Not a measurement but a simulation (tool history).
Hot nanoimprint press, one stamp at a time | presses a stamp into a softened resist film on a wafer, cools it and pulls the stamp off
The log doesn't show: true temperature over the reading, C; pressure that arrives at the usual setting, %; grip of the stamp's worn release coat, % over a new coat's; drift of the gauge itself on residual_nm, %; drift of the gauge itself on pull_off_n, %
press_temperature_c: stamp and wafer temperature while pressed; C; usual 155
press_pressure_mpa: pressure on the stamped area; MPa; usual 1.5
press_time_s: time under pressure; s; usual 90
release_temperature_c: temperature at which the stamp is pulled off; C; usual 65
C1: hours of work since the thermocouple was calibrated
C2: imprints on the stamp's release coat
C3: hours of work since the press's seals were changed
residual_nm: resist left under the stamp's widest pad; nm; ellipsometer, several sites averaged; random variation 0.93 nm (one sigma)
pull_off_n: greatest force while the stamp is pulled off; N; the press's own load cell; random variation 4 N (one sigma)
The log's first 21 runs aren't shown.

Run 22, hour 300.1: usual settings but release_temperature_c 53 C; C1 331; C2 751; C3 249. Result: residual_nm 142.5 nm, pull_off_n 274 N.
Run 23, hour 311.4: usual settings but release_temperature_c 53 C; C1 337; C2 781; C3 255. Result: residual_nm 141.7 nm, pull_off_n 269 N.
Run 24, hour 320.8: usual settings but press_temperature_c 145 C, press_time_s 50 s, release_temperature_c 55 C; C1 341; C2 805; C3 259. Result: residual_nm 206.9 nm, pull_off_n 263 N.
Run 25, hour 334.4: usual settings but press_temperature_c 145 C, press_time_s 50 s, release_temperature_c 55 C; C1 347; C2 841; C3 265. Result: residual_nm 206.4 nm, pull_off_n 261 N.
Run 26, hour 344.5: usual settings but press_temperature_c 145 C, press_time_s 50 s, release_temperature_c 55 C; C1 352; C2 868; C3 270. Result: residual_nm 204 nm, pull_off_n 276 N.
At hour 359.5: stamp cleaned and given a new release coat.
Run 27, hour 362.6: usual settings but press_temperature_c 146 C, release_temperature_c 50 C; C1 358; C2 8; C3 276. Result: residual_nm 180.8 nm, pull_off_n 238 N.
Run 28, hour 376: usual settings but press_temperature_c 146 C, release_temperature_c 50 C; C1 364; C2 43; C3 282. Result: residual_nm 181.5 nm, pull_off_n 254 N.
Run 29, hour 396.1: usual settings but press_temperature_c 158 C, press_pressure_mpa 1.03 MPa, press_time_s 175 s, release_temperature_c 68 C; C1 373; C2 96; C3 291. Result: residual_nm 121.5 nm, pull_off_n 182 N.
Run 30, hour 411.1: usual settings but press_temperature_c 158 C, press_pressure_mpa 1.03 MPa, press_time_s 175 s, release_temperature_c 68 C; C1 380; C2 136; C3 298. Result: residual_nm 123.5 nm, pull_off_n 191 N.

4 ways to go on from here, each from the tool as it stands after run 30. What would each give?
Run A, hour 420.9: usual settings but press_temperature_c 150 C, press_pressure_mpa 0.94 MPa, release_temperature_c 63 C; C1 385; C2 161; C3 303. Result: residual_nm ?, pull_off_n ?.
Run B, hour 420.9: usual settings but press_pressure_mpa 2.26 MPa, press_time_s 58 s; C1 385; C2 161; C3 303. Result: residual_nm ?, pull_off_n ?.
Run C, hour 420.9: usual settings but press_temperature_c 167 C, press_pressure_mpa 1.72 MPa, release_temperature_c 67 C; C1 385; C2 161; C3 303. Result: residual_nm ?, pull_off_n ?.
Run D, hour 420.9: usual settings but press_temperature_c 158 C, release_temperature_c 64 C; C1 385; C2 161; C3 303. Result: residual_nm ?, pull_off_n ?.

run  residual_nm  pull_off_n
  A        188.3         201
  B        136.1         192
  C         93.6         185
  D          128         197
Without the tool's hidden state the same runs would have given:
run  residual_nm  pull_off_n
  A        192.8         199
  B        139.5         190
  C         96.1         184
  D        131.9         195
